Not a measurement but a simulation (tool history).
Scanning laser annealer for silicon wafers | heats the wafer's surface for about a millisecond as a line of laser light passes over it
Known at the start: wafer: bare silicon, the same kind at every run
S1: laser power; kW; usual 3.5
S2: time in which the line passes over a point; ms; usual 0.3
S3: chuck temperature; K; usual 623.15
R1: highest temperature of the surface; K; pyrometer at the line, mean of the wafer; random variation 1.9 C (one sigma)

| run | hour | S1 | S2 | S3 | R1 |
|---|---|---|---|---|---|
| 1 | 0 | 3.5 | 0.3 | 623.15 | 1368.15 |
| 2 | 34.3 | 3.5 | 0.3 | 623.15 | 1363.15 |
| 3 | 61.9 | 3.5 | 0.3 | 643.15 | 1383.15 |
|  | 72 | window over the wafer cleaned |
| 4 | 90.7 | 3.5 | 0.3 | 643.15 | 1372.15 |
| 5 | 125.1 | 3.5 | 0.3 | 623.15 | 1348.15 |
| 6 | 157.2 | 3.5 | 0.3 | 623.15 | 1346.15 |
| 7 | 192.6 | 3.573 | 0.344 | 646.15 | 1442.15 |
| 8 | 223.1 | 3.573 | 0.344 | 646.15 | 1441.15 |
| 9 | 253.9 | 3.126 | 0.224 | 644.15 | 1189.15 |
|  | 289.5 | window over the wafer cleaned, once more |
| 10 | 290.7 | 3.5 | 0.3 | 652.15 | 1429.15 |
| 11 | 326 | 3.821 | 0.254 | 623.15 | 1403.15 |

Forecast each of these 3 alternatives for the next run:
| A | 343.6 | 3.5 | 0.298 | 597.15 | ? |
| B | 343.6 | 3.5 | 0.3 | 621.15 | ? |
| C | 343.6 | 3.113 | 0.329 | 604.15 | ? |

| run | R1 |
|---|---|
| A | 1371.15 |
| B | 1394.15 |
| C | 1323.15 |
Without the tool's hidden state the same runs would have given:
| run | R1 |
|---|---|
| A | 1381.15 |
| B | 1404.15 |
| C | 1332.15 |
